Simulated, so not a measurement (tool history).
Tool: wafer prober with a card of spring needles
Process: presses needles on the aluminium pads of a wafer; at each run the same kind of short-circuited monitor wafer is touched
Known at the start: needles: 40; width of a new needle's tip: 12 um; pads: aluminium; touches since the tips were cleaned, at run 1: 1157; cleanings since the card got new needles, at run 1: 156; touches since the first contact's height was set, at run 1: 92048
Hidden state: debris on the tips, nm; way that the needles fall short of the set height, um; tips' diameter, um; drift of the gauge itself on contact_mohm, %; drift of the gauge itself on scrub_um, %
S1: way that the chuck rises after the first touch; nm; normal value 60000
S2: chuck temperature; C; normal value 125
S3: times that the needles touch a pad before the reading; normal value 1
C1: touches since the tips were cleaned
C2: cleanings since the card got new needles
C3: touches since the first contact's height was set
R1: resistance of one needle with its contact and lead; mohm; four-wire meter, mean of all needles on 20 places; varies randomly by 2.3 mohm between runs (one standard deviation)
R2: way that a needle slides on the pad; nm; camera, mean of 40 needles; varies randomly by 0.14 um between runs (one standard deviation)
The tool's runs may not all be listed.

run 1 hour=0.0 | S1=60000 S2=125 S3=1 | C1=1157 C2=156 C3=92048 | R1=290 R2=11970
-- hour=3.1 tips cleaned on abrasive film
-- hour=8.3 tips cleaned on abrasive film
-- hour=13.5 tips cleaned on abrasive film
-- hour=17.6 tips cleaned on abrasive film
-- hour=21.8 tips cleaned on abrasive film
-- hour=27.0 tips cleaned on abrasive film
run 2 hour=27.7 | S1=60000 S2=125 S3=1 | C1=409 C2=162 C3=107902 | R1=277 R2=12080
-- hour=31.8 tips cleaned on abrasive film
-- hour=37.0 tips cleaned on abrasive film
-- hour=42.2 tips cleaned on abrasive film
-- hour=47.4 tips cleaned on abrasive film
run 3 hour=47.4 | S1=60000 S2=125 S3=1 | C1=11 C2=166 C3=119199 | R1=262 R2=11910
-- hour=51.5 tips cleaned on abrasive film
-- hour=56.7 tips cleaned on abrasive film
-- hour=61.9 tips cleaned on abrasive film
run 4 hour=65.7 | S1=60000 S2=53 S3=1 | C1=2209 C2=169 C3=129732 | R1=299 R2=11870
-- hour=66.8 tips cleaned on abrasive film
-- hour=72.0 tips cleaned on abrasive film
-- hour=77.1 tips cleaned on abrasive film
-- hour=81.3 tips cleaned on abrasive film
-- hour=86.3 tips cleaned on abrasive film
run 5 hour=86.3 | S1=46000 S2=53 S3=1 | C1=0 C2=174 C3=141511 | R1=252 R2=8910
-- hour=90.4 tips cleaned on abrasive film
-- hour=95.6 tips cleaned on abrasive film
-- hour=100.8 tips cleaned on abrasive film
-- hour=106.0 tips cleaned on abrasive film
run 6 hour=109.4 | S1=60000 S2=38 S3=1 | C1=2005 C2=178 C3=154804 | R1=296 R2=11790
-- hour=110.5 tips cleaned on abrasive film
-- hour=115.7 tips cleaned on abrasive film
-- hour=120.9 tips cleaned on abrasive film
-- hour=125.7 tips cleaned on abrasive film
run 7 hour=125.7 | S1=60000 S2=125 S3=1 | C1=0 C2=182 C3=164126 | R1=267 R2=11250
-- hour=130.9 tips cleaned on abrasive film
-- hour=136.1 tips cleaned on abrasive film
-- hour=139.4 height of the first contact set anew
-- hour=141.5 tips cleaned on abrasive film
-- hour=145.7 tips cleaned on abrasive film
run 8 hour=147.8 | S1=60000 S2=125 S3=1 | C1=1230 C2=186 C3=4795 | R1=292 R2=12510
-- hour=149.9 tips cleaned on abrasive film
-- hour=155.1 tips cleaned on abrasive film
-- hour=160.3 tips cleaned on abrasive film
-- hour=164.6 tips cleaned on abrasive film
run 9 hour=164.6 | S1=47000 S2=125 S3=1 | C1=0 C2=190 C3=14384 | R1=276 R2=9840
-- hour=168.7 tips cleaned on abrasive film
-- hour=172.9 tips cleaned on abrasive film
-- hour=178.1 tips cleaned on abrasive film
-- hour=183.2 tips cleaned on abrasive film
run 10 hour=186.1 | S1=47000 S2=101 S3=1 | C1=1683 C2=194 C3=26761 | R1=326 R2=9850
-- hour=188.2 tips cleaned on abrasive film
-- hour=192.4 tips cleaned on abrasive film
-- hour=197.6 tips cleaned on abrasive film
-- hour=202.5 tips cleaned on abrasive film
run 11 hour=202.5 | S1=47000 S2=101 S3=1 | C1=0 C2=198 C3=36099 | R1=267 R2=9660
-- hour=206.6 tips cleaned on abrasive film
-- hour=211.8 tips cleaned on abrasive film
-- hour=216.0 tips cleaned on abrasive film
run 12 hour=216.5 | S1=60000 S2=125 S3=1 | C1=341 C2=201 C3=44164 | R1=272 R2=12160
-- hour=220.7 tips cleaned on abrasive film
-- hour=225.9 tips cleaned on abrasive film
-- hour=231.0 tips cleaned on abrasive film
run 13 hour=234.0 | S1=60000 S2=125 S3=1 | C1=1757 C2=204 C3=54238 | R1=303 R2=12170
-- hour=236.2 tips cleaned on abrasive film
-- hour=241.3 tips cleaned on abrasive film
-- hour=246.5 tips cleaned on abrasive film
-- hour=251.7 tips cleaned on abrasive film
-- hour=255.8 tips cleaned on abrasive film
run 14 hour=256.5 | S1=60000 S2=125 S3=1 | C1=380 C2=209 C3=67094 | R1=271 R2=12390
-- hour=260.7 tips cleaned on abrasive film
-- hour=265.8 tips cleaned on abrasive film
-- hour=271.0 tips cleaned on abrasive film
-- hour=276.2 tips cleaned on abrasive film
-- hour=280.9 tips cleaned on abrasive film
run 15 hour=280.9 | S1=60000 S2=125 S3=1 | C1=0 C2=214 C3=81082 | R1=261 R2=12000
-- hour=286.1 tips cleaned on abrasive film
-- hour=291.2 tips cleaned on abrasive film
-- hour=295.4 tips cleaned on abrasive film
-- hour=299.9 tips cleaned on abrasive film
run 16 hour=299.9 | S1=48000 S2=50 S3=2 | C1=0 C2=218 C3=91976 | R1=253 R2=9400
-- hour=304.1 tips cleaned on abrasive film
-- hour=309.2 tips cleaned on abrasive film
-- hour=313.9 tips cleaned on abrasive film
run 17 hour=313.9 | S1=50000 S2=72 S3=1 | C1=0 C2=221 C3=99981 | R1=259 R2=10100
-- hour=319.0 tips cleaned on abrasive film
-- hour=324.2 tips cleaned on abrasive film
-- hour=328.4 tips cleaned on abrasive film
-- hour=333.5 tips cleaned on abrasive film
-- hour=337.7 tips cleaned on abrasive film
run 18 hour=339.6 | S1=53000 S2=31 S3=1 | C1=1112 C2=226 C3=114756 | R1=295 R2=10430
-- hour=342.8 tips cleaned on abrasive film
-- hour=347.9 tips cleaned on abrasive film
-- hour=353.1 tips cleaned on abrasive film
-- hour=358.3 tips cleaned on abrasive film
-- hour=363.4 tips cleaned on abrasive film
run 19 hour=364.6 | S1=53000 S2=31 S3=1 | C1=701 C2=231 C3=129121 | R1=270 R2=10200
-- hour=367.8 tips cleaned on abrasive film
-- hour=371.9 tips cleaned on abrasive film
-- hour=377.1 tips cleaned on abrasive film
run 20 hour=377.2 | S1=70000 S2=31 S3=2 | C1=63 C2=234 C3=136316 | R1=238 R2=13740
-- hour=381.4 tips cleaned on abrasive film
-- hour=386.6 tips cleaned on abrasive film
run 21 hour=390.1 | S1=60000 S2=36 S3=2 | C1=2071 C2=236 C3=143735 | R1=279 R2=11540
-- hour=391.2 tips cleaned on abrasive film
-- hour=396.4 tips cleaned on abrasive film
-- hour=401.6 tips cleaned on abrasive film
-- hour=406.7 tips cleaned on abrasive film
run 22 hour=410.3 | S1=60000 S2=36 S3=2 | C1=2091 C2=240 C3=155332 | R1=283 R2=11310
-- hour=411.4 tips cleaned on abrasive film
-- hour=415.6 tips cleaned on abrasive film
-- hour=420.8 tips cleaned on abrasive film
-- hour=424.9 tips cleaned on abrasive film
-- hour=430.1 tips cleaned on abrasive film
-- hour=434.6 tips cleaned on abrasive film
run 23 hour=434.6 | S1=43000 S2=101 S3=1 | C1=0 C2=246 C3=169175 | R1=274 R2=7870
-- hour=439.7 tips cleaned on abrasive film
-- hour=440.0 height of the first contact set anew
-- hour=445.2 tips cleaned on abrasive film
run 24 hour=447.7 | S1=43000 S2=101 S3=1 | C1=1450 C2=248 C3=4421 | R1=338 R2=8890
-- hour=449.8 tips cleaned on abrasive film
-- hour=455.0 tips cleaned on abrasive film
-- hour=459.1 tips cleaned on abrasive film
-- hour=464.3 tips cleaned on abrasive film
run 25 hour=465.5 | S1=42000 S2=86 S3=1 | C1=674 C2=252 C3=14599 | R1=306 R2=8670

Run by run, hidden condition taken away, random variation retained:
run=1 R1=253 R2=12620
run=2 R1=256 R2=12850
run=3 R1=253 R2=12750
run=4 R1=238 R2=12780
run=5 R1=233 R2=9920
run=6 R1=232 R2=12870
run=7 R1=256 R2=12390
run=8 R1=258 R2=12540
run=9 R1=260 R2=9950
run=10 R1=252 R2=10060
run=11 R1=253 R2=9940
run=12 R1=253 R2=12490
run=13 R1=252 R2=12560
run=14 R1=252 R2=12890
run=15 R1=252 R2=12610
run=16 R1=238 R2=10080
run=17 R1=242 R2=10850
run=18 R1=232 R2=11280
run=19 R1=232 R2=11140
run=20 R1=229 R2=14730
run=21 R1=233 R2=12550
run=22 R1=232 R2=12380
run=23 R1=254 R2=9080
run=24 R1=250 R2=8910
run=25 R1=247 R2=8770

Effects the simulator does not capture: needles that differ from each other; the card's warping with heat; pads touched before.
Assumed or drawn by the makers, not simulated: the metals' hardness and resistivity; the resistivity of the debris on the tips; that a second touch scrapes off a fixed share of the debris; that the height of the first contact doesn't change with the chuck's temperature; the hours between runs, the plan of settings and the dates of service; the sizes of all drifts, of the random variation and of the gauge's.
